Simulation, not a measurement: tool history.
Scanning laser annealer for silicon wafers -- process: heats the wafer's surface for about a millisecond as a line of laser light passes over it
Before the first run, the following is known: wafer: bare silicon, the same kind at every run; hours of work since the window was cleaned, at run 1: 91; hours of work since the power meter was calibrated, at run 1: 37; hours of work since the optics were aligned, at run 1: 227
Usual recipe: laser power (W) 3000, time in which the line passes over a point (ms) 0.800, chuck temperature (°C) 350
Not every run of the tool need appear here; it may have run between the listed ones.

run   hour  laser power (W)  time in which the line passes over a point (ms)  chuck temperature (°C)  hours of work since the window was cleaned  hours of work since the power meter was calibrated  hours of work since the optics were aligned  highest temperature of the surface (°C)
  1    0.0             3000                                            0.800                     350                                          91                                                  37                                          227                                     1052
  2    6.2             3000                                            0.800                     350                                          94                                                  40                                          231                                     1051
  3   14.6             3000                                            0.800                     350                                          99                                                  45                                          236                                     1050
  4   27.1             3000                                            0.800                     350                                         107                                                  53                                          244                                     1057
  5   39.3             3000                                            0.800                     350                                         114                                                  60                                          251                                     1052
  6   45.3             3000                                            0.841                     350                                         118                                                  64                                          254                                     1071
  7   51.3             3000                                            0.841                     350                                         121                                                  67                                          258                                     1071
  8   60.3             3197                                            0.841                     350                                         127                                                  73                                          263                                     1133
  9   69.0             3197                                            0.841                     350                                         132                                                  78                                          268                                     1136
 10   81.4             3197                                            0.841                     350                                         139                                                  85                                          276                                     1131
 11   88.6             3197                                            0.841                     350                                         143                                                  89                                          280                                     1135
 12  100.3             3197                                            0.841                     350                                         150                                                  96                                          287                                     1133
 13  110.8             2587                                            0.769                     350                                         157                                                 103                                          293                                      913
 14  117.9             2551                                            0.604                     315                                         161                                                 107                                          297                                      802
 15  130.1             2937                                            0.739                     349                                         168                                                 114                                          305                                     1004
 16  135.9             3141                                            0.798                     362                                         171                                                 117                                          308                                     1110
 17  145.0             2686                                            0.798                     322                                         177                                                 123                                          314                                      929
 18  151.4             3000                                            0.915                     371                                         181                                                 127                                          317                                     1119
 19  160.1             3000                                            0.915                     371                                         186                                                 132                                          323                                     1117
 20  168.5             3000                                            0.915                     313                                         191                                                 137                                          327                                     1063
 21  180.3             3000                                            0.925                     371                                         198                                                 144                                          335                                     1127
 22  189.8             3164                                            0.756                     350                                         203                                                 149                                          340                                     1082
 23  194.8             2989                                            0.800                     382                                         206                                                 152                                          343                                     1078

Predict each of these 5 candidate next runs independently; none follows another, all start after run 23:
  A  199.9             2608                                            0.684                     314                                         209                                                 156                                          346                                        ?
  B  199.9             2984                                            0.800                     382                                         209                                                 156                                          346                                        ?
  C  199.9             3180                                            0.763                     389                                         209                                                 156                                          346                                        ?
  D  199.9             3000                                            0.800                     373                                         209                                                 156                                          346                                        ?
  E  199.9             2989                                            0.682                     312                                         209                                                 156                                          346                                        ?

run  highest temperature of the surface (°C)
  A                                      850
  B                                     1076
  C                                     1126
  D                                     1073
  E                                      952
What these runs would have given with no unlogged condition in the tool:
run  highest temperature of the surface (°C)
  A                                      854
  B                                     1082
  C                                     1132
  D                                     1078
  E                                      957
